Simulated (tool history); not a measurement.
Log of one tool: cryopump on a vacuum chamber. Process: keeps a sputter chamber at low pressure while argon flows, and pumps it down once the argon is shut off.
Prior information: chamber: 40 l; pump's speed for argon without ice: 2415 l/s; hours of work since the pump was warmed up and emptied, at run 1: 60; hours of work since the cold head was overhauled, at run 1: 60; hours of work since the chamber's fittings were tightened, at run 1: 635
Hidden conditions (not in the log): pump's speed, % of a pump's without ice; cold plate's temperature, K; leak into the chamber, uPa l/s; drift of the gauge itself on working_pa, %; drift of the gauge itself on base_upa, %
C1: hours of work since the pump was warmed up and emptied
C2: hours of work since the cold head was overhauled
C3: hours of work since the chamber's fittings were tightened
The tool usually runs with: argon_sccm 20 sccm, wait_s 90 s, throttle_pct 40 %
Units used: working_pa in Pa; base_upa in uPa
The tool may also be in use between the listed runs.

{"run": 1, "hour": 0.0, "argon_sccm": 20, "wait_s": 90, "throttle_pct": 40, "C1": 60, "C2": 60, "C3": 635, "working_pa": 0.0354, "base_upa": 0.99}
{"run": 2, "hour": 13.4, "argon_sccm": 20, "wait_s": 90, "throttle_pct": 40, "C1": 67, "C2": 67, "C3": 641, "working_pa": 0.0355, "base_upa": 1.05}
{"run": 3, "hour": 21.3, "argon_sccm": 20, "wait_s": 90, "throttle_pct": 40, "C1": 70, "C2": 70, "C3": 645, "working_pa": 0.0352, "base_upa": 0.99}
{"run": 4, "hour": 28.3, "argon_sccm": 20, "wait_s": 90, "throttle_pct": 40, "C1": 74, "C2": 74, "C3": 649, "working_pa": 0.0354, "base_upa": 1.03}
{"run": 5, "hour": 36.8, "argon_sccm": 20, "wait_s": 90, "throttle_pct": 40, "C1": 78, "C2": 78, "C3": 653, "working_pa": 0.0353, "base_upa": 1.06}
{"run": 6, "hour": 51.0, "argon_sccm": 20, "wait_s": 90, "throttle_pct": 40, "C1": 85, "C2": 85, "C3": 660, "working_pa": 0.0355, "base_upa": 1.02}
{"run": 7, "hour": 57.3, "argon_sccm": 20, "wait_s": 90, "throttle_pct": 40, "C1": 88, "C2": 88, "C3": 663, "working_pa": 0.0354, "base_upa": 1.05}
{"run": 8, "hour": 68.5, "argon_sccm": 20, "wait_s": 296, "throttle_pct": 40, "C1": 94, "C2": 94, "C3": 669, "working_pa": 0.0353, "base_upa": 0.59}
{"run": 9, "hour": 81.6, "argon_sccm": 20, "wait_s": 296, "throttle_pct": 40, "C1": 100, "C2": 100, "C3": 675, "working_pa": 0.0354, "base_upa": 0.64}
{"run": 10, "hour": 94.9, "argon_sccm": 20, "wait_s": 296, "throttle_pct": 40, "C1": 107, "C2": 107, "C3": 682, "working_pa": 0.0354, "base_upa": 0.59}
{"run": 11, "hour": 107.4, "argon_sccm": 20, "wait_s": 296, "throttle_pct": 40, "C1": 113, "C2": 113, "C3": 688, "working_pa": 0.0354, "base_upa": 0.62}
{"run": 12, "hour": 116.8, "argon_sccm": 20, "wait_s": 90, "throttle_pct": 40, "C1": 118, "C2": 118, "C3": 693, "working_pa": 0.0353, "base_upa": 1.0}
{"run": 13, "hour": 130.3, "argon_sccm": 20, "wait_s": 90, "throttle_pct": 40, "C1": 124, "C2": 124, "C3": 699, "working_pa": 0.0356, "base_upa": 0.99}
{"run": 14, "hour": 138.5, "argon_sccm": 20, "wait_s": 90, "throttle_pct": 40, "C1": 128, "C2": 128, "C3": 703, "working_pa": 0.0354, "base_upa": 1.08}
{"run": 15, "hour": 145.3, "argon_sccm": 20, "wait_s": 90, "throttle_pct": 40, "C1": 132, "C2": 132, "C3": 707, "working_pa": 0.0353, "base_upa": 1.07}
{"run": 16, "hour": 157.6, "argon_sccm": 20, "wait_s": 90, "throttle_pct": 40, "C1": 138, "C2": 138, "C3": 713, "working_pa": 0.0353, "base_upa": 1.07}
{"run": 17, "hour": 172.1, "argon_sccm": 35, "wait_s": 90, "throttle_pct": 40, "C1": 145, "C2": 145, "C3": 720, "working_pa": 0.0622, "base_upa": 1.06}
{"run": 18, "hour": 182.5, "argon_sccm": 20, "wait_s": 57, "throttle_pct": 40, "C1": 150, "C2": 150, "C3": 725, "working_pa": 0.0354, "base_upa": 1.43}
{"run": 19, "hour": 195.1, "argon_sccm": 20, "wait_s": 57, "throttle_pct": 40, "C1": 157, "C2": 157, "C3": 731, "working_pa": 0.0359, "base_upa": 1.46}
{"run": 20, "hour": 202.9, "argon_sccm": 20, "wait_s": 57, "throttle_pct": 40, "C1": 160, "C2": 160, "C3": 735, "working_pa": 0.0355, "base_upa": 1.35}
{"run": 21, "hour": 216.5, "argon_sccm": 25, "wait_s": 120, "throttle_pct": 25, "C1": 167, "C2": 167, "C3": 742, "working_pa": 0.0708, "base_upa": 0.89}
{"run": 22, "hour": 230.9, "argon_sccm": 9, "wait_s": 198, "throttle_pct": 35, "C1": 174, "C2": 174, "C3": 749, "working_pa": 0.0184, "base_upa": 0.71}
{"run": 23, "hour": 241.8, "argon_sccm": 13, "wait_s": 141, "throttle_pct": 40, "C1": 180, "C2": 180, "C3": 754, "working_pa": 0.0233, "base_upa": 0.85}
{"run": 24, "hour": 253.6, "argon_sccm": 21, "wait_s": 60, "throttle_pct": 17, "C1": 186, "C2": 186, "C3": 760, "working_pa": 0.0869, "base_upa": 1.42}
{"run": 25, "hour": 263.0, "argon_sccm": 21, "wait_s": 60, "throttle_pct": 17, "C1": 190, "C2": 190, "C3": 765, "working_pa": 0.087, "base_upa": 1.42}
{"run": 26, "hour": 275.1, "argon_sccm": 21, "wait_s": 60, "throttle_pct": 17, "C1": 196, "C2": 196, "C3": 771, "working_pa": 0.0869, "base_upa": 1.41}
{"run": 27, "hour": 286.0, "argon_sccm": 21, "wait_s": 60, "throttle_pct": 17, "C1": 202, "C2": 202, "C3": 776, "working_pa": 0.0873, "base_upa": 1.37}
{"run": 28, "hour": 298.6, "argon_sccm": 10, "wait_s": 22, "throttle_pct": 31, "C1": 208, "C2": 208, "C3": 783, "working_pa": 0.0229, "base_upa": 3.05}
{"run": 29, "hour": 313.6, "argon_sccm": 17, "wait_s": 90, "throttle_pct": 46, "C1": 215, "C2": 215, "C3": 790, "working_pa": 0.0264, "base_upa": 1.09}
{"run": 30, "hour": 325.4, "argon_sccm": 20, "wait_s": 90, "throttle_pct": 19, "C1": 221, "C2": 221, "C3": 796, "working_pa": 0.0743, "base_upa": 1.06}
{"run": 31, "hour": 331.8, "argon_sccm": 25, "wait_s": 237, "throttle_pct": 23, "C1": 224, "C2": 224, "C3": 799, "working_pa": 0.0769, "base_upa": 0.72}
{"run": 32, "hour": 344.9, "argon_sccm": 25, "wait_s": 237, "throttle_pct": 23, "C1": 231, "C2": 231, "C3": 805, "working_pa": 0.0771, "base_upa": 0.71}
{"run": 33, "hour": 352.6, "argon_sccm": 9, "wait_s": 237, "throttle_pct": 52, "C1": 235, "C2": 235, "C3": 809, "working_pa": 0.0124, "base_upa": 0.71}
{"run": 34, "hour": 364.6, "argon_sccm": 9, "wait_s": 89, "throttle_pct": 47, "C1": 241, "C2": 241, "C3": 815, "working_pa": 0.0136, "base_upa": 1.1}
{"run": 35, "hour": 378.9, "argon_sccm": 34, "wait_s": 58, "throttle_pct": 34, "C1": 248, "C2": 248, "C3": 822, "working_pa": 0.071, "base_upa": 1.47}

Branching from run 35: 3 alternative next runs. What would each branch give?
{"run": "A", "hour": 385.6, "argon_sccm": 34, "wait_s": 244, "throttle_pct": 17, "C1": 251, "C2": 251, "C3": 826, "working_pa": "?", "base_upa": "?"}
{"run": "B", "hour": 385.6, "argon_sccm": 16, "wait_s": 58, "throttle_pct": 34, "C1": 251, "C2": 251, "C3": 826, "working_pa": "?", "base_upa": "?"}
{"run": "C", "hour": 385.6, "argon_sccm": 18, "wait_s": 58, "throttle_pct": 23, "C1": 251, "C2": 251, "C3": 826, "working_pa": "?", "base_upa": "?"}

run=A working_pa=0.1415 base_upa=0.73
run=B working_pa=0.0336 base_upa=1.39
run=C working_pa=0.0552 base_upa=1.45
Without the tool's unlogged condition, the same runs would have read:
run=A working_pa=0.1402 base_upa=0.38
run=B working_pa=0.0330 base_upa=1.06
run=C working_pa=0.0545 base_upa=1.11

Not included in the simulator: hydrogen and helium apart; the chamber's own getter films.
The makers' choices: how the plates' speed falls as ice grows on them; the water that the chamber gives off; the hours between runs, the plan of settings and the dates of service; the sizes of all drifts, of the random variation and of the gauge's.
